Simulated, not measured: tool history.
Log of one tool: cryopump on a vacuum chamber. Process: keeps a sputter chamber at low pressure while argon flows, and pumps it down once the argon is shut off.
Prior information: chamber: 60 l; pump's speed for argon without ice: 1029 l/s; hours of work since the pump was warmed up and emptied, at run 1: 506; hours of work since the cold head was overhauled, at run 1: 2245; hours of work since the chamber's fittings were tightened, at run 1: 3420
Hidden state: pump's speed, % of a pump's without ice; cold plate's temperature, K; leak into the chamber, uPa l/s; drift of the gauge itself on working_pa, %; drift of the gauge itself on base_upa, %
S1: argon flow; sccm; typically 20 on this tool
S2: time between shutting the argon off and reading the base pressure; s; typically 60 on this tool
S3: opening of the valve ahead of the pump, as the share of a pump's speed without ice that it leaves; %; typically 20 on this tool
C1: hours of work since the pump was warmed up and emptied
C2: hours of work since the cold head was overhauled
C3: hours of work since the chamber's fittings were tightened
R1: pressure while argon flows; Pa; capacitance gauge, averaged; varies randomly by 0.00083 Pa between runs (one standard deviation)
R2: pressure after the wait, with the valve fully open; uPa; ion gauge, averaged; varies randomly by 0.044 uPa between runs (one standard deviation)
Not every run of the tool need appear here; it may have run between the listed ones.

| run | hour | S1 | S2 | S3 | C1 | C2 | C3 | R1 | R2 |
|---|---|---|---|---|---|---|---|---|---|
| 1 | 0 | 20 | 60 | 20 | 506 | 2245 | 3420 | 0.1706 | 6.36 |
| 2 | 60.2 | 9 | 60 | 20 | 544 | 2284 | 3458 | 0.0778 | 6.53 |
| 3 | 107.7 | 9 | 60 | 20 | 575 | 2314 | 3489 | 0.0785 | 6.59 |
| 4 | 177.8 | 20 | 60 | 20 | 619 | 2358 | 3533 | 0.1742 | 6.72 |
| 5 | 282.6 | 20 | 45 | 20 | 686 | 2425 | 3600 | 0.1741 | 7.44 |
| 6 | 383.9 | 20 | 45 | 20 | 750 | 2489 | 3664 | 0.1754 | 7.64 |
|  | 483.9 | pump warmed up, emptied and cooled again |
| 7 | 493.8 | 20 | 114 | 20 | 6 | 2556 | 3730 | 0.1663 | 4.87 |
| 8 | 599.1 | 20 | 114 | 20 | 73 | 2622 | 3797 | 0.1659 | 4.97 |
| 9 | 676.6 | 20 | 114 | 20 | 122 | 2672 | 3847 | 0.1664 | 5.01 |
|  | 722.2 | leaking fittings of the chamber tightened, without venting |
| 10 | 768 | 20 | 60 | 20 | 179 | 2728 | 29 | 0.1668 | 2.5 |
| 11 | 820.9 | 9 | 144 | 20 | 213 | 2762 | 63 | 0.0753 | 1.33 |
| 12 | 866.6 | 9 | 144 | 20 | 242 | 2791 | 92 | 0.0759 | 1.35 |
| 13 | 914.9 | 9 | 135 | 43 | 272 | 2822 | 122 | 0.036 | 1.48 |
| 14 | 1001.9 | 9 | 135 | 43 | 328 | 2877 | 178 | 0.0374 | 1.56 |
| 15 | 1052.2 | 9 | 135 | 43 | 359 | 2909 | 209 | 0.0363 | 1.53 |

Predict the results of run 16:
| 16 | 1145 | 9 | 135 | 43 | 418 | 2968 | 268 | ? | ? |

Run 16 gave R1 0.0377 Pa, R2 1.65 uPa.
Without the tool's hidden state the same run would have given R1 0.0353 Pa, R2 1.33 uPa.
